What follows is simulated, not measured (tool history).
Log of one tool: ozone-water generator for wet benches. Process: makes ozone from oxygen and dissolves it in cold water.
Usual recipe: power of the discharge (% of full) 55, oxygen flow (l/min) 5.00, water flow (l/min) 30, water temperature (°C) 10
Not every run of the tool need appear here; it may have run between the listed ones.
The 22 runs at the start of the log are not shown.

| run | day | power of the discharge (% of full) | oxygen flow (l/min) | water flow (l/min) | water temperature (°C) | hours of work since the electrodes were changed | hours of work since the contactor was cleaned | hours of work since the thermometer was calibrated | dissolved ozone (ppm) | ozone in the gas ahead of the water (g/m3) |
|---|---|---|---|---|---|---|---|---|---|---|
|  | 56.104 | contactor cleaned, once more |
| 23 | 56.371 | 83 | 5.00 | 30 | 6 | 2858 | 4 | 3218 | 15.0 | 198.2 |
| 24 | 58.654 | 88 | 4.44 | 36 | 7 | 2894 | 41 | 3255 | 12.4 | 218.3 |
| 25 | 61.867 | 90 | 4.79 | 30 | 10 | 2946 | 92 | 3306 | 15.0 | 212.0 |
| 26 | 63.679 | 41 | 4.09 | 37 | 12 | 2975 | 122 | 3335 | 7.3 | 148.1 |
| 27 | 65.671 | 41 | 4.09 | 37 | 12 | 3007 | 154 | 3367 | 7.2 | 146.1 |
| 28 | 69.017 | 71 | 7.75 | 30 | 8 | 3061 | 207 | 3421 | 15.3 | 150.5 |
| 29 | 72.300 | 71 | 7.75 | 18 | 8 | 3113 | 260 | 3474 | 23.5 | 151.0 |
|  | 73.558 | water thermometer calibrated |
| 30 | 74.296 | 55 | 2.85 | 30 | 11 | 3145 | 292 | 12 | 9.5 | 203.4 |
| 31 | 76.938 | 55 | 5.00 | 43 | 10 | 3187 | 334 | 54 | 7.8 | 157.7 |
| 32 | 80.242 | 55 | 6.93 | 22 | 9 | 3240 | 387 | 107 | 17.4 | 138.2 |

Forecast each of these 5 alternatives for the next run:
| A | 83.304 | 55 | 7.91 | 30 | 10 | 3290 | 436 | 156 | ? | ? |
| B | 83.304 | 97 | 4.71 | 30 | 13 | 3290 | 436 | 156 | ? | ? |
| C | 83.304 | 55 | 4.88 | 22 | 9 | 3290 | 436 | 156 | ? | ? |
| D | 83.304 | 69 | 7.05 | 32 | 10 | 3290 | 436 | 156 | ? | ? |
| E | 83.304 | 45 | 5.00 | 30 | 13 | 3290 | 436 | 156 | ? | ? |

| run | dissolved ozone (ppm) | ozone in the gas ahead of the water (g/m3) |
|---|---|---|
| A | 13.0 | 128.8 |
| B | 15.2 | 221.0 |
| C | 16.2 | 159.1 |
| D | 13.5 | 153.4 |
| E | 10.3 | 140.0 |
With the hidden condition removed and each run's random variation left untouched, the same runs would have given:
| run | dissolved ozone (ppm) | ozone in the gas ahead of the water (g/m3) |
|---|---|---|
| A | 14.4 | 142.0 |
| B | 17.4 | 252.6 |
| C | 18.0 | 175.4 |
| D | 15.1 | 171.5 |
| E | 11.2 | 152.3 |

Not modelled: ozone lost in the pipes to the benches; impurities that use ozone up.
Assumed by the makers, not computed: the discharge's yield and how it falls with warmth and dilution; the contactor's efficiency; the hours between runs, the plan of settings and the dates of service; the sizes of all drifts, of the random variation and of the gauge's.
